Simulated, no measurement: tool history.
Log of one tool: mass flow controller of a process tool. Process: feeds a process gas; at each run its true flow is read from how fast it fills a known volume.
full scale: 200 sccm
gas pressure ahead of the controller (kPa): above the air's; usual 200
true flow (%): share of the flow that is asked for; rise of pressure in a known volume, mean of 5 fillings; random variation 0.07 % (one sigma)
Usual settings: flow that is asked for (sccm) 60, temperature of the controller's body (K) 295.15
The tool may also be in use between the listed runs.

run	hour	flow that is asked for (sccm)	gas pressure ahead of the controller (kPa)	temperature of the controller's body (K)	true flow (%)
1	0	60	200	295.15	99.12
2	412	60	200	299.15	98.7
3	882.4	60	200	299.15	98.79
4	1222.3	60	200	295.15	99.09
5	1460.1	60	200	295.15	99
6	1858.1	60	200	295.15	99.06
7	2083	60	185	295.15	99.05
8	2577.4	60	185	295.15	98.84
9	2807.3	60	158	295.15	99.02
10	3227.6	60	158	295.15	98.95
11	3492.7	60	158	295.15	98.97
12	3943.7	32	200	295.15	97.12
13	4194.8	71	200	295.15	99.53
14	4469	71	200	311.15	98.49
15	4917.8	60	200	295.15	99.21
16	5400.1	60	200	299.15	98.8
17	5635.1	60	200	299.15	98.99
18	6138	60	200	299.15	98.82
19	6365.9	60	200	299.15	98.79
20	6805.4	60	200	299.15	98.76
21	7093.9	60	200	307.15	98.35
22	7352.3	60	200	307.15	98.57
23	7788.6	60	200	307.15	98.45
24	8181.9	60	200	307.15	98.41
25	8610	60	154	298.15	98.85
26	9093.2	139	192	305.15	100.97
27	9405.6	60	155	295.15	99.07
# hour 9807.4: controller's zero set anew
28	9807.4	84	188	308.15	101.57
29	10295.2	84	188	308.15	101.52
30	10671.1	173	142	308.15	102.27
31	10957.7	173	242	308.15	102.67
32	11450.8	173	242	308.15	102.65
# hour 11766: controller exchanged for a calibrated one
33	11787.3	173	242	308.15	99.22
34	12304.3	173	242	308.15	99.33
35	12673	173	242	308.15	99.43
36	13138.3	173	242	308.15	99.45
37	13570.2	173	242	308.15	99.45
38	13954.8	32	232	297.15	98.3
39	14292.5	60	259	295.15	99.08
40	14541.5	60	148	294.15	98.76
41	14912.3	60	148	294.15	98.67
42	15224.5	60	148	294.15	98.63
43	15659.6	85	201	295.15	99.23
44	16020.2	85	201	295.15	99.3
45	16340.8	21	239	298.15	97.16
46	16550.5	21	239	298.15	97.05
47	16774.9	21	239	312.15	96.13

5 ways to go on from here, each from the tool as it stands after run 47. What would each give?
A	17056.3	27	220	294.15	?
B	17056.3	60	200	294.15	?
C	17056.3	52	239	312.15	?
D	17056.3	60	221	295.15	?
E	17056.3	41	195	312.15	?

run	true flow (%)
A	97.81
B	99.01
C	97.76
D	99
E	97.38
Without the tool's hidden state the same runs would have given:
run	true flow (%)
A	98.86
B	98.99
C	97.87
D	98.99
E	97.76
